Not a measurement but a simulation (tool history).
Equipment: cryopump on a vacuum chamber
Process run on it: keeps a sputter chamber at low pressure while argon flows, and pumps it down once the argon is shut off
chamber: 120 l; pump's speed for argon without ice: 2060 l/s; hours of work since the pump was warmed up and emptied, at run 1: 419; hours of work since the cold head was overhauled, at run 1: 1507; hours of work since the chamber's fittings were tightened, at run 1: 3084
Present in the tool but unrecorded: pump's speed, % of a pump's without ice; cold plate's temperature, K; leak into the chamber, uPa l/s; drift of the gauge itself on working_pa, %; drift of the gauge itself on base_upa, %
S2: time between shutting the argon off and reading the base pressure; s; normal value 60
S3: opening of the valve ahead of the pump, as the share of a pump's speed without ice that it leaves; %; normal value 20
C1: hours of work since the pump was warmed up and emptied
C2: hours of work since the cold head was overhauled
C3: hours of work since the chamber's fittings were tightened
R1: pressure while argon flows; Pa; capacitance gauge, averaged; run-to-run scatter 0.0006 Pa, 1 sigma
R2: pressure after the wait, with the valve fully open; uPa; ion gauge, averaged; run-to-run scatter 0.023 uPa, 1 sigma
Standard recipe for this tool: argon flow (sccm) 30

run 1 hour=0.0 | argon_flow_(sccm)=30 S2=60 S3=20 | C1=419 C2=1507 C3=3084 | R1=0.1296 R2=1.79
run 2 hour=84.1 | argon_flow_(sccm)=30 S2=60 S3=20 | C1=464 C2=1552 C3=3129 | R1=0.1301 R2=1.85
run 3 hour=174.4 | argon_flow_(sccm)=22 S2=60 S3=20 | C1=512 C2=1600 C3=3177 | R1=0.0967 R2=1.95
-- hour=194.7 pump warmed up, emptied and cooled again
run 4 hour=230.2 | argon_flow_(sccm)=22 S2=60 S3=20 | C1=19 C2=1627 C3=3204 | R1=0.0907 R2=1.63
run 5 hour=299.5 | argon_flow_(sccm)=22 S2=60 S3=20 | C1=56 C2=1664 C3=3241 | R1=0.0912 R2=1.68
run 6 hour=341.7 | argon_flow_(sccm)=22 S2=60 S3=20 | C1=78 C2=1687 C3=3263 | R1=0.0905 R2=1.68
run 7 hour=400.5 | argon_flow_(sccm)=30 S2=97 S3=20 | C1=109 C2=1718 C3=3294 | R1=0.1245 R2=1.46
run 8 hour=463.4 | argon_flow_(sccm)=30 S2=97 S3=20 | C1=143 C2=1751 C3=3328 | R1=0.1241 R2=1.46
run 9 hour=542.1 | argon_flow_(sccm)=30 S2=192 S3=20 | C1=185 C2=1793 C3=3370 | R1=0.1258 R2=1.28
run 10 hour=630.0 | argon_flow_(sccm)=30 S2=192 S3=20 | C1=232 C2=1840 C3=3416 | R1=0.1262 R2=1.38
run 11 hour=724.5 | argon_flow_(sccm)=30 S2=192 S3=20 | C1=282 C2=1890 C3=3467 | R1=0.1273 R2=1.44
run 12 hour=771.0 | argon_flow_(sccm)=30 S2=192 S3=20 | C1=307 C2=1915 C3=3492 | R1=0.1267 R2=1.42
run 13 hour=849.5 | argon_flow_(sccm)=30 S2=192 S3=20 | C1=348 C2=1957 C3=3533 | R1=0.1276 R2=1.45
run 14 hour=895.9 | argon_flow_(sccm)=30 S2=23 S3=20 | C1=373 C2=1982 C3=3558 | R1=0.1280 R2=2.89
run 15 hour=969.8 | argon_flow_(sccm)=30 S2=23 S3=20 | C1=412 C2=2021 C3=3597 | R1=0.1291 R2=3.01
run 16 hour=1061.7 | argon_flow_(sccm)=26 S2=181 S3=20 | C1=461 C2=2070 C3=3646 | R1=0.1121 R2=1.57
run 17 hour=1105.5 | argon_flow_(sccm)=26 S2=181 S3=20 | C1=485 C2=2093 C3=3670 | R1=0.1129 R2=1.57
-- hour=1171.0 pump warmed up, emptied and cooled again
run 18 hour=1205.3 | argon_flow_(sccm)=59 S2=22 S3=46 | C1=18 C2=2144 C3=3720 | R1=0.1061 R2=2.90
run 19 hour=1249.7 | argon_flow_(sccm)=13 S2=240 S3=36 | C1=42 C2=2167 C3=3744 | R1=0.0299 R2=1.35
run 20 hour=1295.7 | argon_flow_(sccm)=13 S2=240 S3=36 | C1=66 C2=2192 C3=3768 | R1=0.0300 R2=1.37
run 21 hour=1387.2 | argon_flow_(sccm)=13 S2=240 S3=36 | C1=115 C2=2240 C3=3817 | R1=0.0306 R2=1.35
-- hour=1429.2 leaking fittings of the chamber tightened, without venting
run 22 hour=1488.2 | argon_flow_(sccm)=13 S2=240 S3=36 | C1=168 C2=2293 C3=31 | R1=0.0304 R2=0.40
run 23 hour=1584.9 | argon_flow_(sccm)=21 S2=240 S3=24 | C1=219 C2=2345 C3=83 | R1=0.0736 R2=0.35
run 24 hour=1626.3 | argon_flow_(sccm)=21 S2=240 S3=24 | C1=241 C2=2367 C3=105 | R1=0.0744 R2=0.38
run 25 hour=1717.4 | argon_flow_(sccm)=13 S2=114 S3=16 | C1=290 C2=2415 C3=153 | R1=0.0681 R2=0.54
run 26 hour=1787.6 | argon_flow_(sccm)=47 S2=69 S3=20 | C1=327 C2=2452 C3=191 | R1=0.2003 R2=0.79
run 27 hour=1854.9 | argon_flow_(sccm)=30 S2=235 S3=33 | C1=363 C2=2488 C3=227 | R1=0.0794 R2=0.43

What if the next run were any one of these 5? Each begins from the tool's condition after run 27:
run A hour=1919.6 | argon_flow_(sccm)=57 S2=126 S3=58 | C1=397 C2=2523 C3=261 | R1=? R2=?
run B hour=1919.6 | argon_flow_(sccm)=15 S2=60 S3=24 | C1=397 C2=2523 C3=261 | R1=? R2=?
run C hour=1919.6 | argon_flow_(sccm)=30 S2=60 S3=42 | C1=397 C2=2523 C3=261 | R1=? R2=?
run D hour=1919.6 | argon_flow_(sccm)=30 S2=159 S3=20 | C1=397 C2=2523 C3=261 | R1=? R2=?
run E hour=1919.6 | argon_flow_(sccm)=30 S2=235 S3=34 | C1=397 C2=2523 C3=261 | R1=? R2=?

run=A R1=0.0916 R2=0.55
run=B R1=0.0541 R2=0.89
run=C R1=0.0641 R2=0.94
run=D R1=0.1286 R2=0.52
run=E R1=0.0784 R2=0.44
Take away the tool's hidden state, keep each run's random variation, and the runs would have read:
run=A R1=0.0807 R2=0.41
run=B R1=0.0512 R2=0.76
run=C R1=0.0584 R2=0.80
run=D R1=0.1228 R2=0.39
run=E R1=0.0727 R2=0.31

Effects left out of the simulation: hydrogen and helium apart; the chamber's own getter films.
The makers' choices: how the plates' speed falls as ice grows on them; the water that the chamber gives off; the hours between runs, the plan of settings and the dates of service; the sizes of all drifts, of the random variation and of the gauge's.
